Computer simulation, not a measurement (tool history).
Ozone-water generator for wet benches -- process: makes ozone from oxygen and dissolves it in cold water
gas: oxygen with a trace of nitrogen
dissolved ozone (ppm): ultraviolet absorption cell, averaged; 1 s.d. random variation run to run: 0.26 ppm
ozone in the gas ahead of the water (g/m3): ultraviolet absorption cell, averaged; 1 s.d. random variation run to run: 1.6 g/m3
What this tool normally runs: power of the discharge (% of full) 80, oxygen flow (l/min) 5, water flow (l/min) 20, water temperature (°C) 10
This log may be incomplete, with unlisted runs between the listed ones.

run,hour,power of the discharge (% of full),oxygen flow (l/min),water flow (l/min),water temperature (°C),dissolved ozone (ppm),ozone in the gas ahead of the water (g/m3)
1,0,80,5,20,10,39.3,305
2,43.8,80,5,20,10,39.3,305.7
3,69.9,80,5,20,10,39.5,305.5
4,98.4,49,5,20,10,26.6,206.2
5,124.3,80,5,20,10,39.3,305.6
6,175.1,80,3.75,20,10,36.3,342.1
7,205.6,53,7.62,19,15,29.3,187.7
# hour 213.9: contactor cleaned
8,243.6,53,7.62,19,15,29.2,185.9
9,295.8,44,5,20,17,22,187.9
10,323.5,80,4.96,20,10,39.1,304.8

Expected results for the next run?
# hour 354.8: contactor cleaned, once more
11,375.4,97,7.7,20,10,?,?

dissolved ozone (ppm): 50.4
ozone in the gas ahead of the water (g/m3): 297.2
Had the tool carried no hidden state, the very same run would have given dissolved ozone (ppm) 51.7, ozone in the gas ahead of the water (g/m3) 303.4.

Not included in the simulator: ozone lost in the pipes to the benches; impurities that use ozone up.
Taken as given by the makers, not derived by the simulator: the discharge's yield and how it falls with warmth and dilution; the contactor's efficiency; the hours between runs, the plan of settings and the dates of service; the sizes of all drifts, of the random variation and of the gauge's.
